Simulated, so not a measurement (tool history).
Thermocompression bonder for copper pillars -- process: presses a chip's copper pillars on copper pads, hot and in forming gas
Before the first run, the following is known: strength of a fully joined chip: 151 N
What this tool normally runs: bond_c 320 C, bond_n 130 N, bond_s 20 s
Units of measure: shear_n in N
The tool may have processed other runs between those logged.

run    day  bond_c  bond_n  bond_s  shear_n
  1  0.000     320     130      20     74.3
  2  0.379     348     130      20     92.6
  3  0.633     348      81      20     60.3
  4  0.929     348      81      20     61.3
  5  1.267     320     130      20     75.0
  6  1.621     320     145      20     81.8
  7  2.208     320     130      20     74.4
  8  2.521     308     130      20     68.5
  9  3.112     308     130      20     67.1
 10  3.371     294     145      39     82.9
 11  3.783     294     145      39     82.3
 12  4.312     294     145      39     83.7
 13  4.642     294     145      39     83.1
 14  4.938     320     109      34     75.9
 15  5.479     320     109      34     75.4
 16  5.821     341     173      24    109.9
 17  6.142     331     113      31     83.6

5 options for the next run, each taken on its own from the tool as it stands now. Forecast them:
  A  6.571     345     130      14        ?
  B  6.571     339      80      11        ?
  C  6.571     321     113      28        ?
  D  6.571     342     103      12        ?
  E  6.571     328     149      20        ?

run  shear_n
  A     79.2
  B     43.1
  C     73.9
  D     59.4
  E     87.5
Stripped of hidden state, with their random variation kept, the same runs would have yielded:
run  shear_n
  A     83.0
  B     45.5
  C     77.8
  D     62.5
  E     91.7
